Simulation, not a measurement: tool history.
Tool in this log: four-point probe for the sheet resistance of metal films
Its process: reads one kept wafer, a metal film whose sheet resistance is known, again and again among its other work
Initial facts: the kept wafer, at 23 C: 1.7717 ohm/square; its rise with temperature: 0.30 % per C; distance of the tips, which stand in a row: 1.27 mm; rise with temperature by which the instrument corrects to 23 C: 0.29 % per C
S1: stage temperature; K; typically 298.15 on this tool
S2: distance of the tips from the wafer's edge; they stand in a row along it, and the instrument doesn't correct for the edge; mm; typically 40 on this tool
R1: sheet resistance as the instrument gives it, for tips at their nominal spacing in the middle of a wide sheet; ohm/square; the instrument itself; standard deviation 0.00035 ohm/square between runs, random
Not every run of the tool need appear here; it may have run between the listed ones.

run 1 hour=0 | S1=298.15 S2=40 | R1=1.772749
run 2 hour=105.4 | S1=298.15 S2=40 | R1=1.773461
run 3 hour=232.3 | S1=298.15 S2=40 | R1=1.773898
run 4 hour=345.6 | S1=298.15 S2=40 | R1=1.772285
run 5 hour=432.6 | S1=298.15 S2=40 | R1=1.773179
run 6 hour=515.3 | S1=298.15 S2=40 | R1=1.772705
run 7 hour=609.5 | S1=296.15 S2=40 | R1=1.772891
run 8 hour=732.2 | S1=301.15 S2=40 | R1=1.773557
run 9 hour=793.3 | S1=291.15 S2=40 | R1=1.772383
run 10 hour=853.7 | S1=291.15 S2=40 | R1=1.771591
run 11 hour=910.7 | S1=291.15 S2=40 | R1=1.771628
run 12 hour=1032.4 | S1=291.15 S2=40 | R1=1.771905
run 13 hour=1095.2 | S1=291.15 S2=40 | R1=1.771955
run 14 hour=1150.9 | S1=299.15 S2=40 | R1=1.773224
run 15 hour=1229.1 | S1=299.15 S2=40 | R1=1.773277
run 16 hour=1284.9 | S1=298.15 S2=40 | R1=1.773053
run 17 hour=1371 | S1=298.15 S2=40 | R1=1.77306
run 18 hour=1439.7 | S1=298.15 S2=40 | R1=1.772996
run 19 hour=1513.5 | S1=298.15 S2=40 | R1=1.773022
run 20 hour=1594.6 | S1=298.15 S2=44 | R1=1.772699
run 21 hour=1683.3 | S1=298.15 S2=44 | R1=1.773069
run 22 hour=1781.1 | S1=298.15 S2=44 | R1=1.772975
run 23 hour=1865.3 | S1=298.15 S2=44 | R1=1.77329
run 24 hour=1952.3 | S1=291.15 S2=9 | R1=1.791011
run 25 hour=2038.1 | S1=291.15 S2=47 | R1=1.771458
run 26 hour=2114 | S1=291.15 S2=47 | R1=1.771794
run 27 hour=2170.7 | S1=291.15 S2=47 | R1=1.771822
-- hour=2216.6 stage's thermometer calibrated
run 28 hour=2234.3 | S1=306.15 S2=8 | R1=1.796614
run 29 hour=2366.3 | S1=292.15 S2=8 | R1=1.794991
run 30 hour=2426.2 | S1=297.15 S2=5 | R1=1.831599
run 31 hour=2527.8 | S1=291.15 S2=23 | R1=1.773487
run 32 hour=2613.4 | S1=291.15 S2=23 | R1=1.774297
run 33 hour=2736.9 | S1=306.15 S2=6 | R1=1.814979
run 34 hour=2844.5 | S1=295.15 S2=19 | R1=1.776209
run 35 hour=2975 | S1=306.15 S2=59 | R1=1.773765
run 36 hour=3038.2 | S1=300.15 S2=25 | R1=1.774705
run 37 hour=3162.2 | S1=302.15 S2=5 | R1=1.831829
run 38 hour=3290.7 | S1=294.15 S2=14 | R1=1.778808
run 39 hour=3412.6 | S1=303.15 S2=47 | R1=1.774147
run 40 hour=3522.9 | S1=307.15 S2=6 | R1=1.815922
run 41 hour=3620.2 | S1=299.15 S2=8 | R1=1.796039

Expected results for the next run?
run 42 hour=3733.5 | S1=303.15 S2=4 | R1=?

{"run 42": {"R1": 1.863975}}
With the hidden condition absent and the run-to-run variation left alone, this run would have shown R1 1.863783 ohm/square.
